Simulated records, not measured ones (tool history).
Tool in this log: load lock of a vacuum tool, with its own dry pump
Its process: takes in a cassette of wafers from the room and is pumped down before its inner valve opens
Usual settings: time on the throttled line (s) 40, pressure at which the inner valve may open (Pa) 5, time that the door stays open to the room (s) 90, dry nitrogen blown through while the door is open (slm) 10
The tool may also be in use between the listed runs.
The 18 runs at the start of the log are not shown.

run	hour	time on the throttled line (s)	pressure at which the inner valve may open (Pa)	time that the door stays open to the room (s)	dry nitrogen blown through while the door is open (slm)	hours that the pump has run since its overhaul	times that the door has closed on its seal	incoming humidity of the room's air, %	time from the closed door until the inner valve may open (s)	rise of the pressure with all valves shut (Pa/min)
19	2575.1	30	7	90	10	6607	22456	49.5	62.1	0.073
20	2688.6	40	5	90	10	6721	22864	42.6	71.3	0.065
21	2778.2	40	5	90	10	6810	23187	43.2	72.4	0.062
22	2910.5	40	8	184	10	6943	23662	43.9	69.9	0.082
23	3053.4	40	8	184	10	7085	24175	45.5	69.2	0.087
24	3206.9	53	7	53	10	7239	24727	44.4	81.3	0.060
25	3324.1	71	7	53	33	7356	25149	42.2	98.8	0.038
26	3419.2	47	5	90	10	7451	25490	45.3	78.1	0.070
27	3549.1	47	5	90	10	7581	25957	49.6	78.2	0.066
28	3698.4	40	9	90	10	7730	26494	45.1	69.2	0.064
29	3845.1	32	4	136	10	7877	27021	46.7	65.4	0.080
30	3972.7	32	4	136	10	8005	27480	43.0	65.1	0.071
31	4126.8	32	4	136	10	8159	28033	43.7	66.2	0.077
32	4286.7	32	4	136	10	8319	28608	44.8	66.5	0.070
33	4404.3	22	5	198	19	8436	29031	44.5	55.9	0.071
34	4612.2	22	5	59	20	8644	29778	42.8	55.5	0.051
35	4803.6	22	5	59	20	8836	30466	44.5	56.3	0.052
36	4948.8	32	7	44	22	8981	30988	44.5	63.4	0.046
37	5113.2	40	6	90	29	9145	31579	44.3	71.8	0.049
38	5299.9	40	6	90	29	9332	32250	47.7	71.8	0.055

Forecast each of these 3 alternatives for the next run:
A	5417.4	40	7	34	29	9449	32672	44.6	?	?
B	5417.4	40	8	90	30	9449	32672	46.2	?	?
C	5417.4	27	6	172	29	9449	32672	45.7	?	?

run	time from the closed door until the inner valve may open (s)	rise of the pressure with all valves shut (Pa/min)
A	70.0	0.041
B	69.9	0.045
C	59.8	0.065
Stripped of hidden state, with their random variation kept, the same runs would have yielded:
run	time from the closed door until the inner valve may open (s)	rise of the pressure with all valves shut (Pa/min)
A	70.0	0.041
B	69.9	0.044
C	59.8	0.064

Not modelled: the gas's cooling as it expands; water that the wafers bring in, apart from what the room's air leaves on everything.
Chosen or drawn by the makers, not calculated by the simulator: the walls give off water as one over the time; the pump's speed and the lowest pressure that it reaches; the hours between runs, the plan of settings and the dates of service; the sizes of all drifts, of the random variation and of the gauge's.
